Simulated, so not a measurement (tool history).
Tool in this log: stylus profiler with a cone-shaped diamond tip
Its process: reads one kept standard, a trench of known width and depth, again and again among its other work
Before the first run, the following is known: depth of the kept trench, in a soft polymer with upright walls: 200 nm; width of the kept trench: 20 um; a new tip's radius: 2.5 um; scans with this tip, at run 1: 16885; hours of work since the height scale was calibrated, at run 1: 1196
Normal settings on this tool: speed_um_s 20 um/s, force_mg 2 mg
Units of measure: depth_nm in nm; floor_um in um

run   hour  speed_um_s  force_mg  scans with this tip  hours of work since the height scale was calibrated  depth_nm  floor_um
  1      0          20         2                16885                                                 1196    201.06     17.34
  2   20.7          19         2                17057                                                 1209    201.21     17.31
  3   35.3          19         2                17177                                                 1217    200.97      17.3
  4   50.6          20         2                17305                                                 1226    201.03     17.31
  5   64.2          20         2                17417                                                 1234     200.9     17.36
  6   84.9          20         2                17589                                                 1246    201.01     17.31
  7   93.7          20         2                17661                                                 1251    201.05      17.4
  8  112.5          20         2                17817                                                 1263     200.9     17.28
  9  123.5          20         2                17908                                                 1269    200.98     17.29
 10  143.3          20      3.88                18072                                                 1281    202.01     17.36
 11  152.6          20      3.88                18150                                                 1286    202.16      17.3
 12  168.7          20         2                18283                                                 1296    200.96     17.38
 13  188.3          20         2                18445                                                 1307    200.97     17.33
 14  202.8          20         2                18566                                                 1316    200.96     17.29
 15  220.7          20         2                18714                                                 1326    200.87     17.33
 16  241.1          20         2                18883                                                 1338    200.84     17.27
 17  258.3          11         2                19025                                                 1348    200.97      17.3
 18    270          11         2                19122                                                 1355    200.75     17.27
 19  290.3          11         2                19291                                                 1367    200.93     17.29

Predict the results of run 20:
 20  304.6          11         2                19409                                                 1375         ?         ?

depth_nm: 201.02 nm
floor_um: 17.31 um
The same run, on a tool lacking any hidden state, would have yielded depth_nm 202.17 nm, floor_um 18.03 um.
